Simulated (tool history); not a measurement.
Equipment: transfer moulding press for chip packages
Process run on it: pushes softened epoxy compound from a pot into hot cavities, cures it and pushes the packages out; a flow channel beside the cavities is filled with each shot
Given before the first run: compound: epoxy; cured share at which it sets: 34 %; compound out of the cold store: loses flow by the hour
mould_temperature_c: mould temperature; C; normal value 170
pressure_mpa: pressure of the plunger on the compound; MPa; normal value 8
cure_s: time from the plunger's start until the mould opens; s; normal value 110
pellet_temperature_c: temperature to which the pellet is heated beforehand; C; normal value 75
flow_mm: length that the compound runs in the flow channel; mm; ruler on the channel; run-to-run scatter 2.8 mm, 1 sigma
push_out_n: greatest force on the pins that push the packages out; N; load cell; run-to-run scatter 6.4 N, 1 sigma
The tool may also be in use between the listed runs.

run	hour	mould_temperature_c	pressure_mpa	cure_s	pellet_temperature_c	incoming compound's hours out of the cold store	flow_mm	push_out_n
1	0	170	8	110	75	37.6	554	328
2	38.2	170	8	110	75	21.6	590	408
# hour 56.8: cavities cleaned with cleaning compound and waxed
3	112.8	164	8	110	75	33.7	575	570
# hour 146.6: cavities cleaned with cleaning compound and waxed
4	153.9	170	8	105	75	46.4	525	267
5	226.1	176	8	110	75	40.7	507	351
# hour 233.5: cavities cleaned with cleaning compound and waxed
6	262.7	176	8	110	75	25.9	547	274
# hour 303.8: plunger's sealing rings changed
7	303.8	176	8	110	75	37.3	540	326
# hour 325.5: cavities cleaned with cleaning compound and waxed
8	358.5	176	6.89	110	75	24.8	524	285
# hour 393.3: mould's thermocouples calibrated
9	408.2	170	7.92	110	75	33.4	561	442
# hour 414.3: cavities cleaned with cleaning compound and waxed
10	460.2	170	7.92	110	75	9.1	616	401
# hour 501.5: cavities cleaned with cleaning compound and waxed
11	523.4	166	6.2	143	72	37.6	487	289
12	561.9	166	6.2	103	72	24.8	513	625
# hour 589.2: cavities cleaned with cleaning compound and waxed
13	597.5	166	6.08	91	72	31.1	492	557
# hour 644.1: plunger's sealing rings changed
14	644.1	166	7.95	91	85	17	625	822
# hour 677.4: cavities cleaned with cleaning compound and waxed
15	677.7	175	8	110	78	14.8	593	202
16	725.2	170	9.16	90	75	19.8	634	588
17	754.6	170	9.16	90	75	36.7	593	595
# hour 767.8: cavities cleaned with cleaning compound and waxed
18	814.1	162	9.16	90	78	11.7	683	1058
19	844.2	162	9.16	90	78	10.9	676	1191
# hour 854.8: cavities cleaned with cleaning compound and waxed
20	881.3	171	8	141	75	26.8	559	261

Measured minus without-hidden-state, run by run (identical run-to-run variation in each term; gauge scatter may differ):
The hidden state here: true mould temperature over the reading, C; pressure that reaches the compound, % of what is set; grip of the stained cavities, % over clean ones'; drift of the gauge itself on flow_mm, %; drift of the gauge itself on push_out_n, %.
run	flow_mm	push_out_n
1	-8	+103
2	-12	+165
3	-18	+201
4	-20	+15
5	-26	+151
6	-30	+85
7	-5	+140
8	-9	+92
9	-10	+192
10	-16	+148
11	-18	+79
12	-23	+251
13	-25	+70
14	-4	+315
15	-7	+0
16	-12	+213
17	-15	+248
18	-24	+375
19	-27	+500
20	-26	+78
